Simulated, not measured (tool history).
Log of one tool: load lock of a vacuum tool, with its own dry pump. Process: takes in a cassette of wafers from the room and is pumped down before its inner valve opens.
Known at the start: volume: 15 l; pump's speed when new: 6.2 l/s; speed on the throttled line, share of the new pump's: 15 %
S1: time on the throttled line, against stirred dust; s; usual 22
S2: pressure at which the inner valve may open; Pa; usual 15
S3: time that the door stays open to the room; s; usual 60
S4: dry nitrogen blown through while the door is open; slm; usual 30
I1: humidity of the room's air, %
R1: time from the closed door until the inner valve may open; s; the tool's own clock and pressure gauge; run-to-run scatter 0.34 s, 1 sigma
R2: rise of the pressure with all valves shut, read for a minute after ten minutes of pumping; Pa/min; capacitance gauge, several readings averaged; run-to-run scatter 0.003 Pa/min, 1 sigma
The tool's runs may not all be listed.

Run 1, day 0: usual settings; I1 43.4. Result: R1 41.9 s, R2 0.055 Pa/min.
Run 2, day 4.683: usual settings but S3 49 s; I1 44.9. Result: R1 41.7 s, R2 0.052 Pa/min.
Run 3, day 9.154: usual settings; I1 46. Result: R1 41.7 s, R2 0.063 Pa/min.
Run 4, day 16.6: usual settings; I1 45.1. Result: R1 41.8 s, R2 0.059 Pa/min.
Run 5, day 23.879: usual settings but S4 42 slm; I1 47.3. Result: R1 41.7 s, R2 0.061 Pa/min.
Run 6, day 29.246: usual settings but S4 42 slm; I1 46.2. Result: R1 42.5 s, R2 0.059 Pa/min.
Run 7, day 34.175: usual settings but S4 42 slm; I1 44.9. Result: R1 42.4 s, R2 0.065 Pa/min.
Run 8, day 40.412: usual settings but S4 42 slm; I1 45.8. Result: R1 43 s, R2 0.06 Pa/min.
Run 9, day 44.975: usual settings but S4 25 slm; I1 47.3. Result: R1 42.8 s, R2 0.073 Pa/min.
Run 10, day 49.142: usual settings but S2 12 Pa; I1 43.1. Result: R1 43.4 s, R2 0.068 Pa/min.
Run 11, day 53.421: usual settings but S2 11 Pa; I1 45.1. Result: R1 43.1 s, R2 0.071 Pa/min.
Run 12, day 57.821: usual settings but S2 21 Pa; I1 44.5. Result: R1 41.5 s, R2 0.073 Pa/min.
Run 13, day 65.483: usual settings but S2 21 Pa; I1 45. Result: R1 41.8 s, R2 0.075 Pa/min.
Run 14, day 69.008: usual settings but S1 39 s, S2 28 Pa, S3 180 s, S4 23 slm; I1 44.1. Result: R1 55.7 s, R2 0.127 Pa/min.
Run 15, day 74.017: usual settings but S1 39 s, S2 11 Pa, S3 170 s, S4 20 slm; I1 43.7. Result: R1 57.5 s, R2 0.128 Pa/min.
Run 16, day 79.179: usual settings but S2 17 Pa, S3 81 s; I1 44.6. Result: R1 43.2 s, R2 0.082 Pa/min.
Run 17, day 83.992: usual settings but S1 37 s, S2 17 Pa, S3 56 s, S4 5 slm; I1 44.2. Result: R1 54.9 s, R2 0.104 Pa/min.
Run 18, day 87.458: usual settings but S1 37 s, S2 21 Pa, S3 37 s, S4 20 slm; I1 43.9. Result: R1 54.3 s, R2 0.081 Pa/min.
Run 19, day 93.721: usual settings but S2 17 Pa, S3 37 s; I1 48.1. Result: R1 42.4 s, R2 0.078 Pa/min.
Run 20, day 97.412: usual settings but S2 17 Pa, S3 37 s; I1 42.5. Result: R1 42.2 s, R2 0.071 Pa/min.
Run 21, day 101.354: usual settings but S2 17 Pa, S3 37 s; I1 45.1. Result: R1 42.4 s, R2 0.075 Pa/min.
Run 22, day 108.975: usual settings but S1 34 s, S2 17 Pa, S3 133 s; I1 43.7. Result: R1 52 s, R2 0.112 Pa/min.
Run 23, day 113.104: usual settings but S1 15 s, S2 25 Pa, S4 9 slm; I1 46.3. Result: R1 35.5 s, R2 0.108 Pa/min.
Run 24, day 118.462: usual settings but S1 20 s, S2 25 Pa; I1 44.4. Result: R1 39.2 s, R2 0.091 Pa/min.
Run 25, day 125.892: usual settings but S1 20 s, S2 25 Pa, S4 43 slm; I1 44.1. Result: R1 39.3 s, R2 0.084 Pa/min.
Run 26, day 132.267: usual settings but S1 41 s, S2 16 Pa, S3 37 s, S4 4 slm; I1 45.2. Result: R1 59 s, R2 0.105 Pa/min.

Predict each of these 5 candidate next runs independently; none follows another, all start after run 26:
Run A, day 135.479: usual settings but S1 15 s, S3 118 s; I1 45.2. Result: R1 ?, R2 ?.
Run B, day 135.479: usual settings but S1 15 s, S2 12 Pa, S3 47 s, S4 4 slm; I1 46.4. Result: R1 ?, R2 ?.
Run C, day 135.479: usual settings but S1 18 s, S2 16 Pa, S3 37 s, S4 4 slm; I1 43.4. Result: R1 ?, R2 ?.
Run D, day 135.479: usual settings but S1 41 s, S2 16 Pa, S3 37 s, S4 27 slm; I1 44.3. Result: R1 ?, R2 ?.
Run E, day 135.479: usual settings but S1 17 s, S3 33 s; I1 43.5. Result: R1 ?, R2 ?.

run    R1     R2
  A  37.1  0.116
  B  37.5  0.111
  C  39.7  0.102
  D  58.8  0.085
  E  38.9  0.081
What these runs would have given with no unlogged condition in the tool:
run    R1     R2
  A  34.1  0.071
  B  34.4  0.066
  C  36.8  0.057
  D  56.4  0.039
  E    36  0.036
